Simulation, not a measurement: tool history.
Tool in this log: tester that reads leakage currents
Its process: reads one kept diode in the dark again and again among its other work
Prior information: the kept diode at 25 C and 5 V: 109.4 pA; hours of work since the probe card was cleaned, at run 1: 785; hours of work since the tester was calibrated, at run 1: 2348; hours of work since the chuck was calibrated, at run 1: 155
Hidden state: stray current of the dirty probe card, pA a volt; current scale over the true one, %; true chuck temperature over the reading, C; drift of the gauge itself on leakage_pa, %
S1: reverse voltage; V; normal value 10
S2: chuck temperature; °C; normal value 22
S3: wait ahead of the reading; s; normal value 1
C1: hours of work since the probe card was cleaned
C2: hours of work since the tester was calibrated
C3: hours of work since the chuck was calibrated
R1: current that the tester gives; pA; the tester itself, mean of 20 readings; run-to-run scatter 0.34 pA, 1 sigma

Run 1, hour 0: usual settings; C1 785; C2 2348; C3 155. Result: R1 118.58 pA.
Run 2, hour 52.2: usual settings; C1 824; C2 2387; C3 194. Result: R1 119.7 pA.
Run 3, hour 95: usual settings; C1 856; C2 2419; C3 226. Result: R1 120.37 pA.
Run 4, hour 180.8: usual settings; C1 920; C2 2483; C3 290. Result: R1 122.62 pA.
Run 5, hour 246.1: usual settings; C1 969; C2 2532; C3 339. Result: R1 123.07 pA.
Run 6, hour 297.1: usual settings; C1 1008; C2 2570; C3 378. Result: R1 123.42 pA.
Run 7, hour 395.3: usual settings but S3 0.88 s; C1 1081; C2 2644; C3 451. Result: R1 125.4 pA.
Run 8, hour 483.5: usual settings but S3 1.16 s; C1 1147; C2 2710; C3 517. Result: R1 126.45 pA.
Run 9, hour 539.4: usual settings but S3 1.16 s; C1 1189; C2 2752; C3 559. Result: R1 126.8 pA.
Run 10, hour 620.1: usual settings but S3 1.16 s; C1 1249; C2 2812; C3 620. Result: R1 127.85 pA.
Run 11, hour 695: usual settings but S2 29 °C; C1 1306; C2 2869; C3 676. Result: R1 226.82 pA.
Run 12, hour 761.4: usual settings but S2 29 °C; C1 1355; C2 2918; C3 725. Result: R1 228.26 pA.
Run 13, hour 803.4: usual settings but S2 29 °C; C1 1387; C2 2950; C3 757. Result: R1 230.64 pA.
Run 14, hour 856.2: usual settings but S3 0.82 s; C1 1426; C2 2989; C3 796. Result: R1 134.04 pA.
At hour 913.4: chuck's temperature calibrated.
Run 15, hour 943.1: usual settings but S1 2.2 V; C1 1490; C2 3053; C3 22. Result: R1 64.57 pA.
Run 16, hour 1026.7: usual settings but S1 2.2 V; C1 1553; C2 3116; C3 85. Result: R1 65 pA.
Run 17, hour 1073.8: usual settings but S1 1.3 V, S3 9.21 s; C1 1588; C2 3151; C3 120. Result: R1 52.03 pA.
Run 18, hour 1170.6: usual settings but S1 15.8 V, S2 33 °C, S3 0.48 s; C1 1660; C2 3223; C3 193. Result: R1 362.02 pA.
Run 19, hour 1219.5: usual settings but S1 11.8 V, S2 26 °C, S3 0.48 s; C1 1697; C2 3260; C3 229. Result: R1 188.2 pA.
Run 20, hour 1321.3: usual settings but S1 11.8 V, S2 26 °C, S3 0.48 s; C1 1773; C2 3336; C3 306. Result: R1 190.93 pA.
Run 21, hour 1370.4: usual settings but S2 57 °C, S3 1.84 s; C1 1810; C2 3373; C3 342. Result: R1 1748.47 pA.
Run 22, hour 1413: usual settings but S2 57 °C, S3 1.84 s; C1 1842; C2 3405; C3 374. Result: R1 1763.8 pA.
Run 23, hour 1506.7: usual settings but S1 11 V, S2 31 °C, S3 7.69 s; C1 1912; C2 3475; C3 444. Result: R1 270.67 pA.
Run 24, hour 1548.6: usual settings but S1 11 V, S2 31 °C, S3 7.69 s; C1 1944; C2 3507; C3 476. Result: R1 272.49 pA.
Run 25, hour 1647.8: usual settings but S1 1.5 V, S2 31 °C, S3 7.69 s; C1 2018; C2 3581; C3 550. Result: R1 124.71 pA.
Run 26, hour 1705.3: usual settings but S1 2.1 V, S2 31 °C, S3 7.69 s; C1 2061; C2 3624; C3 593. Result: R1 142.93 pA.
Run 27, hour 1803.9: usual settings but S2 21 °C, S3 0.69 s; C1 2135; C2 3698; C3 667. Result: R1 126.25 pA.
Run 28, hour 1870.3: usual settings but S1 6.7 V; C1 2185; C2 3748; C3 717. Result: R1 114.33 pA.
Run 29, hour 1956.5: usual settings but S1 5.6 V, S2 27 °C; C1 2249; C2 3812; C3 781. Result: R1 159.6 pA.

Some steps in R1 between neighbouring runs. How much of each would the tool show without its hidden state too (settings, what came in, random variation), and how much is left for the hidden state, with any gauge scatter that isn't in both results?
Run 20 -> 21: S1 11.8 -> 10, S2 26 -> 57, S3 0.48 -> 1.84. R1 +1557.54 pA: hidden state +69.13, all else +1488.41.
Run 22 -> 23: S1 10 -> 11, S2 57 -> 31, S3 1.84 -> 7.69. R1 -1493.13 pA: hidden state -67.86, all else -1425.27.
